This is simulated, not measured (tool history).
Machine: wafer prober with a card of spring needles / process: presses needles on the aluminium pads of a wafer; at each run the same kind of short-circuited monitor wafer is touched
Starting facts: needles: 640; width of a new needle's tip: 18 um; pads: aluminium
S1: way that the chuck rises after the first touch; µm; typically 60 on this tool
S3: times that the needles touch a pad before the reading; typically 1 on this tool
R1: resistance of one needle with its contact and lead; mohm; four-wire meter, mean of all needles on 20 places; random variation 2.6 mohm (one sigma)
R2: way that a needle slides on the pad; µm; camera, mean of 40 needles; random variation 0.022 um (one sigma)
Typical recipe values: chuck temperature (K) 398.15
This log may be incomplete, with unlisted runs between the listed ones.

run 1 hour=0 | S1=60 chuck_temperature_(K)=398.15 S3=1 | R1=332 R2=14.07
-- hour=2.7 tips cleaned on abrasive film
-- hour=18.1 tips cleaned on abrasive film
run 2 hour=30.5 | S1=60 chuck_temperature_(K)=398.15 S3=1 | R1=332 R2=13.94
-- hour=34.3 tips cleaned on abrasive film
-- hour=51 tips cleaned on abrasive film
run 3 hour=52 | S1=60 chuck_temperature_(K)=398.15 S3=1 | R1=305 R2=13.97
-- hour=66.4 tips cleaned on abrasive film
run 4 hour=70.6 | S1=60 chuck_temperature_(K)=304.15 S3=1 | R1=292 R2=13.92
-- hour=82.8 tips cleaned on abrasive film
-- hour=93.5 tips cleaned on abrasive film, once more
run 5 hour=104.6 | S1=60 chuck_temperature_(K)=304.15 S3=1 | R1=313 R2=13.91
-- hour=109.2 tips cleaned on abrasive film
-- hour=125.5 tips cleaned on abrasive film
-- hour=125.8 height of the first contact set anew
run 6 hour=135.4 | S1=60 chuck_temperature_(K)=398.15 S3=1 | R1=331 R2=14.29
-- hour=141.1 tips cleaned on abrasive film
-- hour=156 tips cleaned on abrasive film
run 7 hour=167.7 | S1=60 chuck_temperature_(K)=398.15 S3=1 | R1=331 R2=14.25
-- hour=171.6 tips cleaned on abrasive film
-- hour=188.1 tips cleaned on abrasive film
run 8 hour=196.3 | S1=60 chuck_temperature_(K)=398.15 S3=1 | R1=323 R2=14.23
-- hour=203.3 tips cleaned on abrasive film
run 9 hour=211.8 | S1=60 chuck_temperature_(K)=398.15 S3=1 | R1=327 R2=14.21
-- hour=220.4 tips cleaned on abrasive film
-- hour=236.1 tips cleaned on abrasive film
run 10 hour=242.9 | S1=60 chuck_temperature_(K)=398.15 S3=1 | R1=328 R2=14.19
-- hour=251.3 tips cleaned on abrasive film
-- hour=266.4 tips cleaned on abrasive film
run 11 hour=270 | S1=60 chuck_temperature_(K)=398.15 S3=1 | R1=314 R2=14.18
-- hour=281.3 tips cleaned on abrasive film
run 12 hour=290.5 | S1=55 chuck_temperature_(K)=369.15 S3=1 | R1=326 R2=12.94
-- hour=298 tips cleaned on abrasive film
-- hour=313.1 tips cleaned on abrasive film
run 13 hour=317.7 | S1=70 chuck_temperature_(K)=329.15 S3=1 | R1=291 R2=16.49
-- hour=330.3 tips cleaned on abrasive film
-- hour=347 tips cleaned on abrasive film
run 14 hour=349.1 | S1=75 chuck_temperature_(K)=339.15 S3=1 | R1=291 R2=17.63
-- hour=362.7 tips cleaned on abrasive film
-- hour=378.9 tips cleaned on abrasive film
run 15 hour=383.5 | S1=73 chuck_temperature_(K)=318.15 S3=1 | R1=288 R2=17.15

Estimate the outcome of run 16 from the log above:
-- hour=394 tips cleaned on abrasive film
run 16 hour=403.1 | S1=77 chuck_temperature_(K)=319.15 S3=1 | R1=? R2=?

For run 16 the tool returned R1 295 mohm, R2 18.1 µm.
Take away the tool's hidden state, keep the run-to-run variation as it was, and the same run would have given R1 272 mohm, R2 18.33 µm.
